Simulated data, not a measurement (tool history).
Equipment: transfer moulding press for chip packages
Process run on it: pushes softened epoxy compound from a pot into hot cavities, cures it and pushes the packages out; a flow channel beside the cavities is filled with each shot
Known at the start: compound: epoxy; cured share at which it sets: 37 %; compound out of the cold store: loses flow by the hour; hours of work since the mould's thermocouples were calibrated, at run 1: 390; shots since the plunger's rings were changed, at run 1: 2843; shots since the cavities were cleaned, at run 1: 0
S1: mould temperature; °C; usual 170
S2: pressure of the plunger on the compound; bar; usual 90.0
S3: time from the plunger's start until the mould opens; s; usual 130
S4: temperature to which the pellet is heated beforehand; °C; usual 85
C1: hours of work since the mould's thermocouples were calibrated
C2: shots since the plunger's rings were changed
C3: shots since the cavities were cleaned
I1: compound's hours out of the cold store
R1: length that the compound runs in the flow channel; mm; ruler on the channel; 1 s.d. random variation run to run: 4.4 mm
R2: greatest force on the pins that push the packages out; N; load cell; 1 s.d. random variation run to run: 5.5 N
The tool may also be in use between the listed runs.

run 1 hour=0.0 | S1=170 S2=90.0 S3=130 S4=85 | C1=390 C2=2843 C3=0 | I1=11.5 | R1=686 R2=197
run 2 hour=22.3 | S1=170 S2=90.0 S3=130 S4=85 | C1=407 C2=3085 C3=242 | I1=12.1 | R1=672 R2=249
-- hour=49.4 cavities cleaned with cleaning compound and waxed
run 3 hour=71.7 | S1=170 S2=90.0 S3=130 S4=85 | C1=443 C2=3605 C3=241 | I1=22.0 | R1=642 R2=252
-- hour=88.6 mould's thermocouples calibrated
-- hour=98.7 plunger's sealing rings changed
-- hour=105.5 cavities cleaned with cleaning compound and waxed
run 4 hour=118.1 | S1=170 S2=108.8 S3=130 S4=85 | C1=19 C2=194 C3=137 | I1=15.5 | R1=774 R2=213
-- hour=159.0 cavities cleaned with cleaning compound and waxed
run 5 hour=160.3 | S1=170 S2=108.8 S3=130 S4=85 | C1=50 C2=636 C3=15 | I1=41.1 | R1=686 R2=195
run 6 hour=188.3 | S1=170 S2=90.0 S3=130 S4=85 | C1=72 C2=940 C3=319 | I1=27.5 | R1=654 R2=234
-- hour=210.1 cavities cleaned with cleaning compound and waxed
run 7 hour=242.4 | S1=170 S2=90.0 S3=130 S4=85 | C1=112 C2=1511 C3=350 | I1=8.3 | R1=706 R2=254
-- hour=262.0 cavities cleaned with cleaning compound and waxed
run 8 hour=296.4 | S1=170 S2=90.0 S3=130 S4=85 | C1=152 C2=2081 C3=374 | I1=35.1 | R1=625 R2=253
-- hour=313.2 cavities cleaned with cleaning compound and waxed
run 9 hour=351.1 | S1=170 S2=90.0 S3=130 S4=85 | C1=192 C2=2658 C3=411 | I1=47.0 | R1=597 R2=258
-- hour=366.0 cavities cleaned with cleaning compound and waxed
run 10 hour=375.0 | S1=170 S2=90.0 S3=121 S4=85 | C1=209 C2=2902 C3=98 | I1=37.3 | R1=608 R2=219
-- hour=417.0 cavities cleaned with cleaning compound and waxed
run 11 hour=417.0 | S1=170 S2=90.0 S3=130 S4=85 | C1=240 C2=3341 C3=0 | I1=28.7 | R1=627 R2=195
run 12 hour=448.4 | S1=173 S2=80.4 S3=118 S4=76 | C1=264 C2=3682 C3=341 | I1=22.3 | R1=606 R2=259
-- hour=466.4 plunger's sealing rings changed
-- hour=473.0 cavities cleaned with cleaning compound and waxed
run 13 hour=493.9 | S1=173 S2=80.4 S3=118 S4=76 | C1=295 C2=282 C3=227 | I1=35.4 | R1=601 R2=238
run 14 hour=516.3 | S1=164 S2=88.2 S3=155 S4=78 | C1=312 C2=526 C3=471 | I1=23.6 | R1=675 R2=268
-- hour=524.9 cavities cleaned with cleaning compound and waxed
run 15 hour=564.3 | S1=164 S2=88.2 S3=155 S4=78 | C1=347 C2=1030 C3=428 | I1=41.8 | R1=615 R2=261
-- hour=577.1 cavities cleaned with cleaning compound and waxed
run 16 hour=595.3 | S1=170 S2=90.0 S3=130 S4=77 | C1=370 C2=1350 C3=197 | I1=14.8 | R1=681 R2=240
-- hour=626.8 cavities cleaned with cleaning compound and waxed
run 17 hour=628.8 | S1=170 S2=90.0 S3=149 S4=92 | C1=394 C2=1698 C3=22 | I1=41.8 | R1=616 R2=176
run 18 hour=666.2 | S1=169 S2=104.7 S3=111 S4=78 | C1=423 C2=2104 C3=428 | I1=18.8 | R1=730 R2=338
-- hour=677.1 cavities cleaned with cleaning compound and waxed
-- hour=707.3 mould's thermocouples calibrated
run 19 hour=715.3 | S1=172 S2=79.9 S3=130 S4=85 | C1=6 C2=2599 C3=393 | I1=29.0 | R1=601 R2=242
-- hour=728.9 cavities cleaned with cleaning compound and waxed
run 20 hour=759.6 | S1=170 S2=97.9 S3=159 S4=85 | C1=39 C2=3064 C3=334 | I1=27.0 | R1=668 R2=217
-- hour=783.0 cavities cleaned with cleaning compound and waxed
run 21 hour=810.6 | S1=170 S2=97.9 S3=159 S4=85 | C1=76 C2=3601 C3=300 | I1=41.9 | R1=620 R2=231

Describe how what the log doesn't record of the tool's condition differs between the last listed run preceding each entry between runs and the first listed run following it.
After run 2, before run 3: cavities cleaned with cleaning compound and waxed (hour 49.4)
  true mould temperature over the reading, C: -1.26 -> -1.35; pressure that reaches the compound, % of what is set: 90.93 -> 89.41; grip of the stained cavities, % over clean ones': 27.3 -> 27.9
  measured value less the no-hidden-state value, R1: -31 -> -35 mm; R2: +60 -> +61 N
After run 3, before run 4: mould's thermocouples calibrated (hour 88.6); plunger's sealing rings changed (hour 98.7); cavities cleaned with cleaning compound and waxed (hour 105.5)
  true mould temperature over the reading, C: -1.35 -> 0.12; pressure that reaches the compound, % of what is set: 89.41 -> 98.85; grip of the stained cavities, % over clean ones': 27.9 -> 17.4
  measured value less the no-hidden-state value, R1: -35 -> -5 mm; R2: +61 -> +30 N
After run 4, before run 5: cavities cleaned with cleaning compound and waxed (hour 159.0)
  true mould temperature over the reading, C: 0.12 -> 0.04; pressure that reaches the compound, % of what is set: 98.85 -> 97.67; grip of the stained cavities, % over clean ones': 17.4 -> 4.8
  measured value less the no-hidden-state value, R1: -5 -> -8 mm; R2: +30 -> +8 N
After run 6, before run 7: cavities cleaned with cleaning compound and waxed (hour 210.1)
  true mould temperature over the reading, C: -0.02 -> -0.11; pressure that reaches the compound, % of what is set: 96.86 -> 95.11; grip of the stained cavities, % over clean ones': 32.1 -> 34.1
  measured value less the no-hidden-state value, R1: -11 -> -18 mm; R2: +56 -> +65 N
After run 7, before run 8: cavities cleaned with cleaning compound and waxed (hour 262.0)
  true mould temperature over the reading, C: -0.11 -> -0.21; pressure that reaches the compound, % of what is set: 95.11 -> 93.49; grip of the stained cavities, % over clean ones': 34.1 -> 33.3
  measured value less the no-hidden-state value, R1: -18 -> -21 mm; R2: +65 -> +64 N
After run 8, before run 9: cavities cleaned with cleaning compound and waxed (hour 313.2)
  true mould temperature over the reading, C: -0.21 -> -0.31; pressure that reaches the compound, % of what is set: 93.49 -> 91.79; grip of the stained cavities, % over clean ones': 33.3 -> 36.3
  measured value less the no-hidden-state value, R1: -21 -> -25 mm; R2: +64 -> +69 N
After run 9, before run 10: cavities cleaned with cleaning compound and waxed (hour 366.0)
  true mould temperature over the reading, C: -0.31 -> -0.35; pressure that reaches the compound, % of what is set: 91.79 -> 91.12; grip of the stained cavities, % over clean ones': 36.3 -> 13.6
  measured value less the no-hidden-state value, R1: -25 -> -29 mm; R2: +69 -> +29 N
After run 10, before run 11: cavities cleaned with cleaning compound and waxed (hour 417.0)
  true mould temperature over the reading, C: -0.35 -> -0.42; pressure that reaches the compound, % of what is set: 91.12 -> 89.84; grip of the stained cavities, % over clean ones': 13.6 -> 2.3
  measured value less the no-hidden-state value, R1: -29 -> -34 mm; R2: +29 -> +6 N
After run 12, before run 13: plunger's sealing rings changed (hour 466.4); cavities cleaned with cleaning compound and waxed (hour 473.0)
  true mould temperature over the reading, C: -0.48 -> -0.55; pressure that reaches the compound, % of what is set: 88.73 -> 99.05; grip of the stained cavities, % over clean ones': 32.8 -> 25.7
  measured value less the no-hidden-state value, R1: -37 -> -2 mm; R2: +65 -> +51 N
After run 14, before run 15: cavities cleaned with cleaning compound and waxed (hour 524.9)
  true mould temperature over the reading, C: -0.59 -> -0.67; pressure that reaches the compound, % of what is set: 98.38 -> 96.96; grip of the stained cavities, % over clean ones': 40.8 -> 37.9
  measured value less the no-hidden-state value, R1: -5 -> -9 mm; R2: +82 -> +77 N
After run 15, before run 16: cavities cleaned with cleaning compound and waxed (hour 577.1)
  true mould temperature over the reading, C: -0.67 -> -0.73; pressure that reaches the compound, % of what is set: 96.96 -> 95.94; grip of the stained cavities, % over clean ones': 37.9 -> 23.4
  measured value less the no-hidden-state value, R1: -9 -> -13 mm; R2: +77 -> +50 N
After run 16, before run 17: cavities cleaned with cleaning compound and waxed (hour 626.8)
  true mould temperature over the reading, C: -0.73 -> -0.79; pressure that reaches the compound, % of what is set: 95.94 -> 95.01; grip of the stained cavities, % over clean ones': 23.4 -> 3
  measured value less the no-hidden-state value, R1: -13 -> -15 mm; R2: +50 -> +6 N
After run 18, before run 19: cavities cleaned with cleaning compound and waxed (hour 677.1); mould's thermocouples calibrated (hour 707.3)
  true mould temperature over the reading, C: -0.86 -> 0.43; pressure that reaches the compound, % of what is set: 93.89 -> 92.54; grip of the stained cavities, % over clean ones': 37.4 -> 34.9
  measured value less the no-hidden-state value, R1: -23 -> -24 mm; R2: +104 -> +62 N
After run 19, before run 20: cavities cleaned with cleaning compound and waxed (hour 728.9)
  true mould temperature over the reading, C: 0.43 -> 0.34; pressure that reaches the compound, % of what is set: 92.54 -> 91.24; grip of the stained cavities, % over clean ones': 34.9 -> 31.4
  measured value less the no-hidden-state value, R1: -24 -> -32 mm; R2: +62 -> +53 N
After run 20, before run 21: cavities cleaned with cleaning compound and waxed (hour 783.0)
  true mould temperature over the reading, C: 0.34 -> 0.26; pressure that reaches the compound, % of what is set: 91.24 -> 89.57; grip of the stained cavities, % over clean ones': 31.4 -> 30.4
  measured value less the no-hidden-state value, R1: -32 -> -35 mm; R2: +53 -> +54 N
